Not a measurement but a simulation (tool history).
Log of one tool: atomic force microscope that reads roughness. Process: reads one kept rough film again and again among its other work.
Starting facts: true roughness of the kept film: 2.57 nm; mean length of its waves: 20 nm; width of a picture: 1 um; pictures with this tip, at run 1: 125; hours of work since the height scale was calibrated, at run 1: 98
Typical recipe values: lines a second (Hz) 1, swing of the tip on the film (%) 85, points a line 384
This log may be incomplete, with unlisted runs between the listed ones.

| run | hour | lines a second (Hz) | swing of the tip on the film (%) | points a line | pictures with this tip | hours of work since the height scale was calibrated | roughness of the kept film (nm (root mean square)) |
|---|---|---|---|---|---|---|---|
| 1 | 0 | 1 | 85 | 384 | 125 | 98 | 1.797 |
|  | 21.7 | new tip fitted |
| 2 | 36.2 | 1 | 85 | 384 | 21 | 121 | 1.946 |
| 3 | 79.3 | 1 | 85 | 384 | 85 | 149 | 1.859 |
|  | 126.5 | new tip fitted |
| 4 | 127.1 | 1 | 85 | 384 | 1 | 180 | 2.007 |
| 5 | 175.5 | 1 | 85 | 384 | 73 | 211 | 1.898 |
| 6 | 221.6 | 1 | 85 | 384 | 141 | 241 | 1.778 |
|  | 233.2 | new tip fitted |
| 7 | 256.2 | 1 | 85 | 384 | 34 | 264 | 1.939 |
| 8 | 299.3 | 1 | 85 | 327 | 98 | 292 | 1.832 |
| 9 | 332.7 | 1 | 85 | 327 | 148 | 313 | 1.759 |
|  | 337.5 | new tip fitted |
| 10 | 362.1 | 1.29 | 85 | 384 | 36 | 332 | 1.888 |
| 11 | 408.9 | 1.29 | 85 | 384 | 106 | 363 | 1.802 |
|  | 444.9 | new tip fitted |
| 12 | 444.9 | 1.29 | 85 | 384 | 0 | 386 | 1.953 |
| 13 | 466.3 | 1.29 | 85 | 384 | 32 | 400 | 1.906 |
| 14 | 504.5 | 1.29 | 85 | 384 | 88 | 424 | 1.821 |
| 15 | 536.4 | 1 | 85 | 384 | 136 | 445 | 1.8 |
|  | 549.9 | new tip fitted |
| 16 | 585.2 | 1 | 85 | 384 | 52 | 477 | 1.93 |
| 17 | 624.9 | 1 | 61 | 384 | 111 | 502 | 1.972 |
|  | 655.5 | new tip fitted |
| 18 | 670.7 | 1 | 61 | 384 | 23 | 532 | 2.122 |
| 19 | 716.8 | 1 | 85 | 384 | 91 | 562 | 1.863 |
| 20 | 753.2 | 1 | 85 | 384 | 145 | 586 | 1.799 |
|  | 760.2 | new tip fitted |
| 21 | 793.2 | 1 | 85 | 384 | 49 | 611 | 1.904 |
| 22 | 836.8 | 1 | 85 | 456 | 113 | 640 | 1.814 |
|  | 865.2 | new tip fitted |
| 23 | 885.5 | 1 | 85 | 384 | 30 | 671 | 1.93 |
| 24 | 933.7 | 1 | 85 | 384 | 102 | 702 | 1.831 |
| 25 | 958.7 | 1.33 | 86 | 443 | 139 | 719 | 1.715 |
|  | 969.8 | new tip fitted |
| 26 | 982.9 | 1.33 | 86 | 443 | 20 | 734 | 1.893 |
| 27 | 1004.6 | 1.33 | 86 | 443 | 52 | 748 | 1.831 |
| 28 | 1042.6 | 1 | 85 | 432 | 108 | 773 | 1.846 |
|  | 1074.7 | new tip fitted |
| 29 | 1083.3 | 1 | 85 | 432 | 13 | 799 | 1.983 |
| 30 | 1132.6 | 2.39 | 65 | 384 | 86 | 831 | 1.893 |
| 31 | 1170.4 | 2.39 | 65 | 384 | 142 | 856 | 1.82 |
|  | 1179.9 | new tip fitted |
| 32 | 1192.5 | 1.82 | 81 | 384 | 18 | 870 | 1.869 |
| 33 | 1238.8 | 1.27 | 76 | 384 | 87 | 900 | 1.894 |
| 34 | 1273.1 | 2.24 | 65 | 338 | 138 | 922 | 1.807 |
|  | 1286.3 | new tip fitted |
| 35 | 1318 | 1.31 | 66 | 357 | 47 | 951 | 2.02 |
| 36 | 1366.9 | 2.75 | 69 | 851 | 119 | 983 | 1.791 |
|  | 1392.8 | new tip fitted |
| 37 | 1411.5 | 0.91 | 56 | 260 | 27 | 1011 | 2.069 |
| 38 | 1455.8 | 0.91 | 56 | 260 | 93 | 1040 | 1.958 |
| 39 | 1493.4 | 0.91 | 56 | 260 | 148 | 1065 | 1.875 |
|  | 1499 | new tip fitted |
| 40 | 1519.9 | 0.91 | 56 | 315 | 31 | 1082 | 2.072 |
| 41 | 1563.4 | 0.93 | 60 | 315 | 95 | 1110 | 1.944 |
| 42 | 1585.4 | 1.36 | 60 | 315 | 128 | 1124 | 1.892 |

Estimate the outcome of run 43 from the log above:
|  | 1605.7 | new tip fitted |
| 43 | 1621.3 | 0.54 | 72 | 315 | 23 | 1147 | ? |

roughness of the kept film (nm (root mean square)): 2.075
Take away the tool's hidden state, keep the run-to-run variation as it was, and the same run would have given roughness of the kept film (nm (root mean square)) 2.155.

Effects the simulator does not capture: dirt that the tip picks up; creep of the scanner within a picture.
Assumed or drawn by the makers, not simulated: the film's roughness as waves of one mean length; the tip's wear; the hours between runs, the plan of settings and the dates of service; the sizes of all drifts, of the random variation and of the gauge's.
